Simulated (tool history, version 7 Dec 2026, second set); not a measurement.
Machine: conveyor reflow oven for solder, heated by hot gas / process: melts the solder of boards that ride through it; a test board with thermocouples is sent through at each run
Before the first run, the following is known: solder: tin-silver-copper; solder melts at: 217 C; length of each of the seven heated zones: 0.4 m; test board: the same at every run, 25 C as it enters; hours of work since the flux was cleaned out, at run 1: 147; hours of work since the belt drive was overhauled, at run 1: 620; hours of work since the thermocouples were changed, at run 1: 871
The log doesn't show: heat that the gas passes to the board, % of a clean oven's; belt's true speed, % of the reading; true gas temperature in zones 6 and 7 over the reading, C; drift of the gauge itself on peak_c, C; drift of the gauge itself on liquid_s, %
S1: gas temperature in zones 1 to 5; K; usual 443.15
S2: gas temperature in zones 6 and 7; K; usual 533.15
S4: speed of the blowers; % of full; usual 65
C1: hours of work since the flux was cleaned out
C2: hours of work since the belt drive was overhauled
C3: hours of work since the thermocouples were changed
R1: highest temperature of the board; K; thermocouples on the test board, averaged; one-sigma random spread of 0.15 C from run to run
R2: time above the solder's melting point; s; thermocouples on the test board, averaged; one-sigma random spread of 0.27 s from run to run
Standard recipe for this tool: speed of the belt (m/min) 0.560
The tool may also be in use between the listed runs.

run 1 hour=0.0 | S1=443.15 S2=533.15 speed_of_the_belt_(m/min)=0.560 S4=65 | C1=147 C2=620 C3=871 | R1=517.35 R2=55.4
run 2 hour=10.8 | S1=443.15 S2=533.15 speed_of_the_belt_(m/min)=0.641 S4=65 | C1=155 C2=628 C3=879 | R1=512.45 R2=42.3
run 3 hour=31.4 | S1=443.15 S2=533.15 speed_of_the_belt_(m/min)=0.641 S4=65 | C1=171 C2=643 C3=894 | R1=512.85 R2=42.2
run 4 hour=42.9 | S1=443.15 S2=533.15 speed_of_the_belt_(m/min)=0.560 S4=65 | C1=179 C2=652 C3=903 | R1=517.35 R2=55.8
run 5 hour=60.6 | S1=443.15 S2=533.15 speed_of_the_belt_(m/min)=0.560 S4=65 | C1=192 C2=665 C3=916 | R1=517.35 R2=55.6
run 6 hour=76.8 | S1=443.15 S2=533.15 speed_of_the_belt_(m/min)=0.560 S4=65 | C1=205 C2=677 C3=928 | R1=517.25 R2=55.7
run 7 hour=85.2 | S1=443.15 S2=537.15 speed_of_the_belt_(m/min)=0.560 S4=65 | C1=211 C2=684 C3=935 | R1=520.85 R2=59.3
run 8 hour=97.4 | S1=443.15 S2=537.15 speed_of_the_belt_(m/min)=0.560 S4=65 | C1=220 C2=693 C3=944 | R1=520.85 R2=58.8
run 9 hour=117.0 | S1=443.15 S2=537.15 speed_of_the_belt_(m/min)=0.560 S4=65 | C1=235 C2=707 C3=958 | R1=520.75 R2=59.1
run 10 hour=132.0 | S1=456.15 S2=533.15 speed_of_the_belt_(m/min)=0.560 S4=65 | C1=246 C2=719 C3=970 | R1=519.75 R2=64.3
run 11 hour=145.7 | S1=456.15 S2=533.15 speed_of_the_belt_(m/min)=0.560 S4=65 | C1=256 C2=729 C3=980 | R1=519.95 R2=64.5
-- hour=158.3 flux residue cleaned out of gas plates and filters
run 12 hour=167.9 | S1=443.15 S2=535.15 speed_of_the_belt_(m/min)=0.560 S4=65 | C1=7 C2=742 C3=993 | R1=519.75 R2=58.8
run 13 hour=179.3 | S1=443.15 S2=535.15 speed_of_the_belt_(m/min)=0.560 S4=65 | C1=16 C2=750 C3=1001 | R1=519.95 R2=58.7
run 14 hour=193.5 | S1=443.15 S2=535.15 speed_of_the_belt_(m/min)=0.560 S4=65 | C1=26 C2=761 C3=1012 | R1=519.75 R2=58.9
run 15 hour=206.2 | S1=443.15 S2=533.15 speed_of_the_belt_(m/min)=0.560 S4=85 | C1=36 C2=770 C3=1021 | R1=523.45 R2=64.3
run 16 hour=225.9 | S1=443.15 S2=537.15 speed_of_the_belt_(m/min)=0.560 S4=65 | C1=51 C2=785 C3=1036 | R1=521.75 R2=60.6
run 17 hour=238.7 | S1=439.15 S2=537.15 speed_of_the_belt_(m/min)=0.560 S4=54 | C1=60 C2=795 C3=1046 | R1=516.35 R2=51.9
run 18 hour=253.8 | S1=438.15 S2=537.15 speed_of_the_belt_(m/min)=0.558 S4=54 | C1=71 C2=806 C3=1057 | R1=516.45 R2=51.1
run 19 hour=267.6 | S1=446.15 S2=537.15 speed_of_the_belt_(m/min)=0.460 S4=68 | C1=82 C2=816 C3=1067 | R1=528.85 R2=84.0
run 20 hour=280.8 | S1=446.15 S2=545.15 speed_of_the_belt_(m/min)=0.460 S4=76 | C1=92 C2=826 C3=1077 | R1=537.95 R2=91.2
run 21 hour=301.7 | S1=453.15 S2=533.15 speed_of_the_belt_(m/min)=0.560 S4=75 | C1=107 C2=842 C3=1093 | R1=522.55 R2=66.4
run 22 hour=317.8 | S1=453.15 S2=533.15 speed_of_the_belt_(m/min)=0.560 S4=75 | C1=119 C2=854 C3=1105 | R1=522.35 R2=66.9
run 23 hour=338.3 | S1=429.15 S2=547.15 speed_of_the_belt_(m/min)=0.526 S4=52 | C1=135 C2=869 C3=1120 | R1=524.55 R2=60.4
run 24 hour=353.2 | S1=450.15 S2=547.15 speed_of_the_belt_(m/min)=0.557 S4=69 | C1=146 C2=880 C3=1131 | R1=533.25 R2=73.1
run 25 hour=365.8 | S1=450.15 S2=547.15 speed_of_the_belt_(m/min)=0.557 S4=69 | C1=155 C2=890 C3=1141 | R1=532.65 R2=72.9
run 26 hour=383.8 | S1=457.15 S2=547.15 speed_of_the_belt_(m/min)=0.573 S4=53 | C1=169 C2=903 C3=1154 | R1=527.65 R2=68.4
-- hour=389.9 thermocouples of zones 6 and 7 changed
run 27 hour=405.6 | S1=457.15 S2=547.15 speed_of_the_belt_(m/min)=0.573 S4=53 | C1=183 C2=918 C3=12 | R1=526.15 R2=67.3

What if the next run were any one of these 4? Each begins from the tool's condition after run 27:
run A hour=415.8 | S1=443.15 S2=529.15 speed_of_the_belt_(m/min)=0.519 S4=65 | C1=191 C2=926 C3=19 | R1=? R2=?
run B hour=415.8 | S1=435.15 S2=533.15 speed_of_the_belt_(m/min)=0.560 S4=80 | C1=191 C2=926 C3=19 | R1=? R2=?
run C hour=415.8 | S1=432.15 S2=539.15 speed_of_the_belt_(m/min)=0.573 S4=53 | C1=191 C2=926 C3=19 | R1=? R2=?
run D hour=415.8 | S1=449.15 S2=547.15 speed_of_the_belt_(m/min)=0.481 S4=65 | C1=191 C2=926 C3=19 | R1=? R2=?

run=A R1=515.35 R2=59.7
run=B R1=519.25 R2=57.1
run=C R1=513.35 R2=44.5
run=D R1=534.75 R2=86.5
With the hidden condition removed and each run's random variation left untouched, the same runs would have given:
run=A R1=515.05 R2=58.0
run=B R1=519.15 R2=55.8
run=C R1=512.85 R2=42.8
run=D R1=534.45 R2=84.3

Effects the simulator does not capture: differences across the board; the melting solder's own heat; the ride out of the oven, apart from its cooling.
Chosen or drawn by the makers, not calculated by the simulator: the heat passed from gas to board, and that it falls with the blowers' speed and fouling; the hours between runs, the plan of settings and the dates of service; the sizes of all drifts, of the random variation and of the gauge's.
